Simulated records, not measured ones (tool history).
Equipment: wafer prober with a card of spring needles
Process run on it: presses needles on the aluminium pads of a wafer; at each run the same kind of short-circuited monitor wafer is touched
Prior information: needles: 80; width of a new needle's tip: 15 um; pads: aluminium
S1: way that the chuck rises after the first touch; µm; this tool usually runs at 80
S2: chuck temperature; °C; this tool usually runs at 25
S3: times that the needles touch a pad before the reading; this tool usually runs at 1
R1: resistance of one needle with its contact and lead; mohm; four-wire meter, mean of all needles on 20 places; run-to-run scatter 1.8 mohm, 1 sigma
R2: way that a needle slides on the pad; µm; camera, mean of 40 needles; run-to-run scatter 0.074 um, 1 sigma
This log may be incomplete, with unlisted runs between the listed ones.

run	hour	S1	S2	S3	R1	R2
1	0.0	80	25	1	221	14.54
# hour 5.0: tips cleaned on abrasive film
# hour 13.1: tips cleaned on abrasive film
2	16.5	80	25	1	226	14.50
# hour 21.6: tips cleaned on abrasive film
# hour 30.2: tips cleaned on abrasive film
# hour 37.2: tips cleaned on abrasive film
3	37.2	80	25	1	188	14.55
# hour 45.4: tips cleaned on abrasive film
# hour 53.5: tips cleaned on abrasive film
# hour 62.1: tips cleaned on abrasive film
4	63.5	80	25	1	210	14.45
# hour 70.4: tips cleaned on abrasive film
# hour 78.8: tips cleaned on abrasive film
5	82.8	80	25	1	238	14.33
# hour 86.2: tips cleaned on abrasive film
# hour 93.1: tips cleaned on abrasive film
# hour 94.9: height of the first contact set anew
6	98.0	80	25	1	239	15.35
# hour 100.8: tips cleaned on abrasive film
# hour 108.6: tips cleaned on abrasive film
# hour 116.9: tips cleaned on abrasive film
# hour 125.0: tips cleaned on abrasive film
7	126.3	80	25	1	216	15.16
# hour 132.8: tips cleaned on abrasive film
# hour 140.8: tips cleaned on abrasive film
8	141.6	88	25	1	196	16.55
# hour 148.0: tips cleaned on abrasive film
# hour 156.4: tips cleaned on abrasive film
9	161.3	88	25	1	230	16.70
# hour 164.7: tips cleaned on abrasive film
# hour 173.3: tips cleaned on abrasive film
# hour 181.6: tips cleaned on abrasive film
# hour 188.5: tips cleaned on abrasive film
10	188.9	80	125	1	218	15.11
# hour 195.7: tips cleaned on abrasive film
# hour 204.2: tips cleaned on abrasive film
11	210.7	80	125	1	270	14.82
# hour 212.5: tips cleaned on abrasive film
# hour 221.0: tips cleaned on abrasive film
# hour 228.4: tips cleaned on abrasive film
# hour 236.5: tips cleaned on abrasive film
12	236.9	87	125	1	216	16.08
# hour 243.6: tips cleaned on abrasive film
# hour 251.4: tips cleaned on abrasive film
13	252.3	87	125	1	221	16.11
# hour 259.1: tips cleaned on abrasive film
# hour 267.5: tips cleaned on abrasive film
14	271.2	80	27	1	238	14.77
# hour 275.8: tips cleaned on abrasive film
# hour 284.0: tips cleaned on abrasive film
15	284.3	80	27	1	193	14.84
# hour 292.3: tips cleaned on abrasive film
# hour 300.9: tips cleaned on abrasive film
16	305.6	80	27	1	242	14.87
# hour 309.1: tips cleaned on abrasive film
# hour 317.7: tips cleaned on abrasive film
# hour 326.0: tips cleaned on abrasive film
# hour 333.1: tips cleaned on abrasive film
17	333.1	80	27	1	191	14.74
# hour 341.1: tips cleaned on abrasive film
# hour 349.1: tips cleaned on abrasive film
18	352.2	73	108	2	233	13.41
# hour 357.3: tips cleaned on abrasive film
# hour 365.6: tips cleaned on abrasive film
19	365.6	93	76	1	201	17.12
# hour 374.1: tips cleaned on abrasive film
20	379.5	93	76	1	247	17.09
# hour 381.3: tips cleaned on abrasive film
# hour 389.2: tips cleaned on abrasive film
21	395.5	86	28	2	227	15.68
# hour 397.4: tips cleaned on abrasive film
# hour 405.9: tips cleaned on abrasive film
22	408.6	61	58	2	243	10.95
# hour 413.5: tips cleaned on abrasive film
# hour 421.6: tips cleaned on abrasive film
23	421.6	95	25	1	186	17.39
# hour 429.9: tips cleaned on abrasive film
# hour 438.1: tips cleaned on abrasive film
# hour 446.6: tips cleaned on abrasive film
24	448.6	95	71	1	216	17.41
# hour 453.7: tips cleaned on abrasive film
# hour 462.0: tips cleaned on abrasive film
# hour 470.5: tips cleaned on abrasive film
25	476.4	65	28	1	310	11.44
# hour 478.1: tips cleaned on abrasive film
# hour 486.5: tips cleaned on abrasive film
# hour 491.9: height of the first contact set anew
# hour 495.2: tips cleaned on abrasive film
# hour 503.5: tips cleaned on abrasive film
26	506.6	65	28	1	256	12.36
# hour 511.8: tips cleaned on abrasive film
# hour 519.9: tips cleaned on abrasive film
27	523.6	64	118	1	275	12.02
# hour 527.1: tips cleaned on abrasive film
# hour 535.0: tips cleaned on abrasive film
28	537.0	80	44	3	203	15.13
# hour 542.2: tips cleaned on abrasive film
# hour 550.2: tips cleaned on abrasive film
# hour 557.9: tips cleaned on abrasive film
# hour 566.0: tips cleaned on abrasive film
29	566.2	80	44	3	198	14.97

What if the next run were any one of these 4? Each begins from the tool's condition after run 29:
# hour 574.0: tips cleaned on abrasive film
# hour 582.1: tips cleaned on abrasive film
A	585.3	96	44	2	?	?
# hour 574.0: tips cleaned on abrasive film
# hour 582.1: tips cleaned on abrasive film
B	585.3	98	107	1	?	?
# hour 574.0: tips cleaned on abrasive film
# hour 582.1: tips cleaned on abrasive film
C	585.3	61	44	3	?	?
# hour 574.0: tips cleaned on abrasive film
# hour 582.1: tips cleaned on abrasive film
D	585.3	83	28	1	?	?

run	R1	R2
A	208	17.94
B	234	18.30
C	226	11.35
D	239	15.53
With the hidden condition removed and each run's random variation left untouched, the same runs would have given:
run	R1	R2
A	184	18.14
B	200	18.51
C	193	11.55
D	188	15.73
